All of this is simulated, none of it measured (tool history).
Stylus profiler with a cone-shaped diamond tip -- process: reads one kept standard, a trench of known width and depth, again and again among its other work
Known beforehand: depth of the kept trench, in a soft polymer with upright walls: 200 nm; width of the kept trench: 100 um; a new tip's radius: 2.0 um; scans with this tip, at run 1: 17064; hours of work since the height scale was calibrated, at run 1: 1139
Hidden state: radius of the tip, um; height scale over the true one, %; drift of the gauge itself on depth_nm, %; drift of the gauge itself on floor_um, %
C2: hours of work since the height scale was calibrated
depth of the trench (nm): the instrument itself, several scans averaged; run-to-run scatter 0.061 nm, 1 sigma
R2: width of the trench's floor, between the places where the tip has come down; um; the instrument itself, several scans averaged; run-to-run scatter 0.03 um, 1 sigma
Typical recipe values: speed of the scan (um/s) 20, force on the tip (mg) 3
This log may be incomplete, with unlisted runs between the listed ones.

Run 1, hour 0: usual settings; scans with this tip 17064; C2 1139. Result: depth of the trench (nm) 202.67, R2 98.18 um.
Run 2, hour 77.1: usual settings; scans with this tip 17875; C2 1193. Result: depth of the trench (nm) 202.67, R2 98.09 um.
Run 3, hour 161.8: usual settings; scans with this tip 18765; C2 1252. Result: depth of the trench (nm) 202.72, R2 98.12 um.
Run 4, hour 266.4: usual settings; scans with this tip 19865; C2 1326. Result: depth of the trench (nm) 202.65, R2 98.13 um.
Run 5, hour 373.8: usual settings; scans with this tip 20995; C2 1401. Result: depth of the trench (nm) 202.64, R2 98.08 um.
At hour 382.6: new tip fitted, height scale calibrated.
Run 6, hour 435.7: usual settings; scans with this tip 559; C2 37. Result: depth of the trench (nm) 202.68, R2 98.11 um.
Run 7, hour 533.9: usual settings but speed of the scan (um/s) 16, force on the tip (mg) 4.73; scans with this tip 1592; C2 106. Result: depth of the trench (nm) 203.52, R2 98.19 um.
Run 8, hour 605.3: usual settings but speed of the scan (um/s) 10, force on the tip (mg) 7.82; scans with this tip 2342; C2 156. Result: depth of the trench (nm) 204.95, R2 98.24 um.
Run 9, hour 667.4: usual settings but speed of the scan (um/s) 17, force on the tip (mg) 2.24; scans with this tip 2994; C2 200. Result: depth of the trench (nm) 202.04, R2 98.12 um.
Run 10, hour 741.7: usual settings but speed of the scan (um/s) 17, force on the tip (mg) 2.24; scans with this tip 3776; C2 252. Result: depth of the trench (nm) 202.3, R2 98.16 um.
Run 11, hour 805.3: usual settings but speed of the scan (um/s) 17, force on the tip (mg) 2.24; scans with this tip 4444; C2 297. Result: depth of the trench (nm) 202.29, R2 98.15 um.

Consider 5 possible next runs. They are alternatives, not a sequence: every one starts from the tool as it was left by run 11. What does each give?
Run A, hour 908.1: usual settings but speed of the scan (um/s) 11, force on the tip (mg) 2.61; scans with this tip 5526; C2 369. Result: depth of the trench (nm) ?, R2 ?.
Run B, hour 908.1: usual settings but speed of the scan (um/s) 24, force on the tip (mg) 2.73; scans with this tip 5526; C2 369. Result: depth of the trench (nm) ?, R2 ?.
Run C, hour 908.1: usual settings but speed of the scan (um/s) 21, force on the tip (mg) 1.72; scans with this tip 5526; C2 369. Result: depth of the trench (nm) ?, R2 ?.
Run D, hour 908.1: usual settings but speed of the scan (um/s) 18, force on the tip (mg) 8.71; scans with this tip 5526; C2 369. Result: depth of the trench (nm) ?, R2 ?.
Run E, hour 908.1: usual settings but speed of the scan (um/s) 9, force on the tip (mg) 2.97; scans with this tip 5526; C2 369. Result: depth of the trench (nm) ?, R2 ?.

run  depth of the trench (nm)     R2
  A                    202.46  98.16
  B                    202.49  98.11
  C                    201.83  98.08
  D                    205.29  98.14
  E                    202.59   98.2
What these runs would have given with no unlogged condition in the tool:
run  depth of the trench (nm)     R2
  A                    202.46  98.16
  B                    202.48  98.12
  C                    201.82  98.09
  D                    205.29  98.14
  E                    202.59  98.21
